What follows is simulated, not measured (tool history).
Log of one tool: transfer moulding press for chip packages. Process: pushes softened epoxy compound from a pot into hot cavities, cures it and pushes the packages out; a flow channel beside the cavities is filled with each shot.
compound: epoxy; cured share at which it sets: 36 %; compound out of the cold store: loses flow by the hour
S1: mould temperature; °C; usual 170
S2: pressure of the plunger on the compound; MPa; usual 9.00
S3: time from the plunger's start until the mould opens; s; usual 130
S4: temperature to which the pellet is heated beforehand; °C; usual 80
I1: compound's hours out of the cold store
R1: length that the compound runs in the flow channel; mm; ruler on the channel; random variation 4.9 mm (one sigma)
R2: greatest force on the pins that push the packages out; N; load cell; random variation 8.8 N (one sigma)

run   hour   S1     S2   S3  S4    I1   R1   R2
  1    0.0  170   9.00  130  80  28.8  570  440
  2   56.8  170  10.46  130  80  27.8  619  565
  3   91.9  170  10.46  130  80  34.1  609  538
     127.0  -- cavities cleaned with cleaning compound and waxed
  4  145.7  170  10.46  130  83  45.6  580  628
  5  192.8  170  10.46  130  83  44.8  575  593
     273.5  -- cavities cleaned with cleaning compound and waxed
  6  273.5  170   9.00  130  86  29.7  552  403
     289.5  -- mould's thermocouples calibrated
     340.5  -- cavities cleaned with cleaning compound and waxed, once more
  7  354.1  170   9.00  130  86  29.5  541  462
  8  419.7  170   9.00  130  80  18.9  570  564
  9  471.7  170   9.17  130  80  21.0  559  595
     484.7  -- cavities cleaned with cleaning compound and waxed
 10  556.0  170   9.17  130  80  33.0  520  541
 11  602.5  170   9.17  130  80  43.9  511  563
     632.0  -- cavities cleaned with cleaning compound and waxed
     639.9  -- plunger's sealing rings changed
 12  679.3  170   9.17  130  80  43.6  568  511
 13  731.9  170   9.17  130  80  11.4  620  582
     781.0  -- cavities cleaned with cleaning compound and waxed
 14  781.0  170   9.17  130  80  33.7  561  398
 15  827.3  170   9.17  130  88  11.6  617  526

Forecast run 16:
 16  869.2  175  7.44  125  72  33.8   ?   ?

Run 16 gave R1 498 mm, R2 520 N.
Without the tool's hidden state the same run would have given R1 514 mm, R2 362 N.

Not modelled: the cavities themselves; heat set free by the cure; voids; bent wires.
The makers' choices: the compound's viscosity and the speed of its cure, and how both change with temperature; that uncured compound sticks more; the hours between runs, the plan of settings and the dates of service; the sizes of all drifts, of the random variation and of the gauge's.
